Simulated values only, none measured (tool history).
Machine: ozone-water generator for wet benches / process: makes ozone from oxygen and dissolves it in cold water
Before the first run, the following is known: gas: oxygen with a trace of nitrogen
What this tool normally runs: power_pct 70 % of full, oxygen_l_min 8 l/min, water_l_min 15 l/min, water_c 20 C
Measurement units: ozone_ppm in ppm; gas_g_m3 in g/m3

{"run": 1, "day": 0.0, "power_pct": 70, "oxygen_l_min": 8, "water_l_min": 15, "water_c": 20, "ozone_ppm": 28.5, "gas_g_m3": 209.5}
{"run": 2, "day": 2.408, "power_pct": 72, "oxygen_l_min": 8, "water_l_min": 15, "water_c": 20, "ozone_ppm": 29.8, "gas_g_m3": 216.5}
{"run": 3, "day": 4.362, "power_pct": 72, "oxygen_l_min": 8, "water_l_min": 15, "water_c": 20, "ozone_ppm": 29.6, "gas_g_m3": 217.5}
{"run": 4, "day": 6.875, "power_pct": 70, "oxygen_l_min": 8, "water_l_min": 15, "water_c": 20, "ozone_ppm": 28.6, "gas_g_m3": 213.6}
{"run": 5, "day": 8.808, "power_pct": 70, "oxygen_l_min": 8, "water_l_min": 15, "water_c": 20, "ozone_ppm": 28.8, "gas_g_m3": 211.5}
{"run": 6, "day": 11.192, "power_pct": 70, "oxygen_l_min": 8, "water_l_min": 15, "water_c": 20, "ozone_ppm": 28.9, "gas_g_m3": 213.9}
{"day": 12.275, "done": "water thermometer calibrated"}
{"run": 7, "day": 13.138, "power_pct": 70, "oxygen_l_min": 8, "water_l_min": 15, "water_c": 20, "ozone_ppm": 28.7, "gas_g_m3": 211.8}
{"run": 8, "day": 14.3, "power_pct": 70, "oxygen_l_min": 8, "water_l_min": 15, "water_c": 20, "ozone_ppm": 28.7, "gas_g_m3": 214.9}
{"run": 9, "day": 16.638, "power_pct": 70, "oxygen_l_min": 8, "water_l_min": 15, "water_c": 20, "ozone_ppm": 29.1, "gas_g_m3": 214}
{"run": 10, "day": 18.358, "power_pct": 70, "oxygen_l_min": 8, "water_l_min": 15, "water_c": 20, "ozone_ppm": 28.8, "gas_g_m3": 213.7}
{"day": 19.775, "done": "contactor cleaned"}
{"run": 11, "day": 20.375, "power_pct": 48, "oxygen_l_min": 8, "water_l_min": 15, "water_c": 20, "ozone_ppm": 20.1, "gas_g_m3": 151}
{"run": 12, "day": 22.854, "power_pct": 70, "oxygen_l_min": 12.62, "water_l_min": 15, "water_c": 20, "ozone_ppm": 28, "gas_g_m3": 186.2}
{"day": 23.392, "done": "gauge calibrated"}
{"run": 13, "day": 23.962, "power_pct": 70, "oxygen_l_min": 12.62, "water_l_min": 15, "water_c": 20, "ozone_ppm": 28.3, "gas_g_m3": 178}
{"run": 14, "day": 25.138, "power_pct": 70, "oxygen_l_min": 8, "water_l_min": 15, "water_c": 20, "ozone_ppm": 28.7, "gas_g_m3": 210.5}
{"run": 15, "day": 27.754, "power_pct": 70, "oxygen_l_min": 8, "water_l_min": 24, "water_c": 20, "ozone_ppm": 20.4, "gas_g_m3": 209.4}
{"run": 16, "day": 30.083, "power_pct": 70, "oxygen_l_min": 8, "water_l_min": 15, "water_c": 14, "ozone_ppm": 32.8, "gas_g_m3": 209.8}
{"run": 17, "day": 32.1, "power_pct": 70, "oxygen_l_min": 8, "water_l_min": 15, "water_c": 14, "ozone_ppm": 32.8, "gas_g_m3": 211.5}
{"run": 18, "day": 33.508, "power_pct": 79, "oxygen_l_min": 8, "water_l_min": 18, "water_c": 17, "ozone_ppm": 29.9, "gas_g_m3": 238.9}
{"run": 19, "day": 35.246, "power_pct": 79, "oxygen_l_min": 8, "water_l_min": 18, "water_c": 17, "ozone_ppm": 30.2, "gas_g_m3": 238.4}
{"run": 20, "day": 37.733, "power_pct": 79, "oxygen_l_min": 8, "water_l_min": 18, "water_c": 17, "ozone_ppm": 30, "gas_g_m3": 240.7}
{"run": 21, "day": 39.271, "power_pct": 70, "oxygen_l_min": 5.83, "water_l_min": 14, "water_c": 17, "ozone_ppm": 31.1, "gas_g_m3": 239.1}
{"run": 22, "day": 40.438, "power_pct": 70, "oxygen_l_min": 5.83, "water_l_min": 14, "water_c": 17, "ozone_ppm": 31.3, "gas_g_m3": 240}
{"run": 23, "day": 41.896, "power_pct": 63, "oxygen_l_min": 5.83, "water_l_min": 14, "water_c": 17, "ozone_ppm": 28.6, "gas_g_m3": 216.7}
{"run": 24, "day": 44.125, "power_pct": 42, "oxygen_l_min": 12.67, "water_l_min": 15, "water_c": 27, "ozone_ppm": 14.9, "gas_g_m3": 113.5}
{"run": 25, "day": 46.375, "power_pct": 92, "oxygen_l_min": 8, "water_l_min": 17, "water_c": 13, "ozone_ppm": 38.7, "gas_g_m3": 280.1}
{"run": 26, "day": 47.508, "power_pct": 59, "oxygen_l_min": 7.53, "water_l_min": 20, "water_c": 25, "ozone_ppm": 18.3, "gas_g_m3": 186.2}
{"run": 27, "day": 49.712, "power_pct": 59, "oxygen_l_min": 7.53, "water_l_min": 20, "water_c": 25, "ozone_ppm": 18.3, "gas_g_m3": 187.4}
{"run": 28, "day": 50.888, "power_pct": 62, "oxygen_l_min": 8, "water_l_min": 15, "water_c": 20, "ozone_ppm": 25.6, "gas_g_m3": 193.8}
{"run": 29, "day": 53.1, "power_pct": 62, "oxygen_l_min": 8, "water_l_min": 15, "water_c": 20, "ozone_ppm": 25.8, "gas_g_m3": 192.3}
{"run": 30, "day": 54.833, "power_pct": 62, "oxygen_l_min": 8, "water_l_min": 15, "water_c": 20, "ozone_ppm": 25.7, "gas_g_m3": 195.4}
{"run": 31, "day": 56.3, "power_pct": 47, "oxygen_l_min": 8, "water_l_min": 15, "water_c": 19, "ozone_ppm": 20.2, "gas_g_m3": 149.5}
{"run": 32, "day": 58.146, "power_pct": 73, "oxygen_l_min": 8, "water_l_min": 15, "water_c": 19, "ozone_ppm": 30.8, "gas_g_m3": 227.9}

Below, some changes in gas_g_m3 between adjacent runs. For each, the amount present without the hidden state too (settings, incoming material, random variation) and the amount remaining for the hidden state with gauge scatter not shared by both compared results:
Hidden state present: yield of the discharge, % of new electrodes'; contactor's efficiency, % of a clean one's; true water temperature over the reading, C; drift of the gauge itself on ozone_ppm, %; drift of the gauge itself on gas_g_m3, %.
Run 12 -> 13: gauge calibrated. gas_g_m3 -8.2 g/m3: hidden state -5.1, all else -3.1.
Run 23 -> 24: power_pct 63 -> 42, oxygen_l_min 5.83 -> 12.67, water_l_min 14 -> 15, water_c 17 -> 27. gas_g_m3 -103.2 g/m3: hidden state -1.8, all else -101.4.
Run 24 -> 25: power_pct 42 -> 92, oxygen_l_min 12.67 -> 8, water_l_min 15 -> 17, water_c 27 -> 13. gas_g_m3 +166.6 g/m3: hidden state +4.5, all else +162.1.
Run 25 -> 26: power_pct 92 -> 59, oxygen_l_min 8 -> 7.53, water_l_min 17 -> 20, water_c 13 -> 25. gas_g_m3 -93.9 g/m3: hidden state -2, all else -91.9.
Run 31 -> 32: power_pct 47 -> 73. gas_g_m3 +78.4 g/m3: hidden state +3.4, all else +75.
